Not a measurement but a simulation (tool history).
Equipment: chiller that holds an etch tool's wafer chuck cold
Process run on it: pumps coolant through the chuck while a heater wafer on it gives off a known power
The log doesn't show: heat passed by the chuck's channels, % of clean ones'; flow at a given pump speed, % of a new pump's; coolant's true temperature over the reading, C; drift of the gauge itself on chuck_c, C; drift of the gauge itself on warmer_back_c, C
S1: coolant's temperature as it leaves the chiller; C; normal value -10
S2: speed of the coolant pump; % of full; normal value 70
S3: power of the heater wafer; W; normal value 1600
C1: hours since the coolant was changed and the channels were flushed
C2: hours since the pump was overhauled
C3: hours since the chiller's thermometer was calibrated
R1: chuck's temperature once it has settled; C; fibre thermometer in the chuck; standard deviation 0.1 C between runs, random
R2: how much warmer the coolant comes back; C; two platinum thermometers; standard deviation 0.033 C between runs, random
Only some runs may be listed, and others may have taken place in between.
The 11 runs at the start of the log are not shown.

run	hour	S1	S2	S3	C1	C2	C3	R1	R2
12	285.1	-10	70	1600	4405	415	1774	4.3	4.28
13	312	-10	70	1600	4432	442	1801	4	4.35
14	330.1	-10	70	1600	4450	460	1819	4.1	4.31
15	355.8	-10	70	1600	4476	486	1845	4	4.35
16	374.7	-10	70	1600	4495	505	1864	4.1	4.36
17	398.9	-10	62	1022	4519	529	1888	-0.3	3.18
18	428.9	-10	62	1022	4549	559	1918	-0.2	3.14
19	450.8	-18	70	1065	4571	581	1940	-8.8	2.89
20	478.4	-18	70	1065	4598	609	1968	-8.7	2.88
21	495	-13	87	2296	4615	625	1984	5	4.96
22	513.4	-15	70	933	4633	644	2003	-6.7	2.56
# hour 538.9: chiller's thermometer calibrated
23	545.3	-15	70	933	4664	674	6	-6.8	2.54
24	559	-15	65	1095	4678	688	20	-4.8	3.2

Estimate the outcome of run 25 from the log above:
25	580.4	-15	65	1095	4699	709	41	?	?

For run 25 the tool returned R1 -4.7 C, R2 3.18 C.
The same run, on a tool lacking any hidden state, would have yielded R1 -5.4 C, R2 3.13 C.
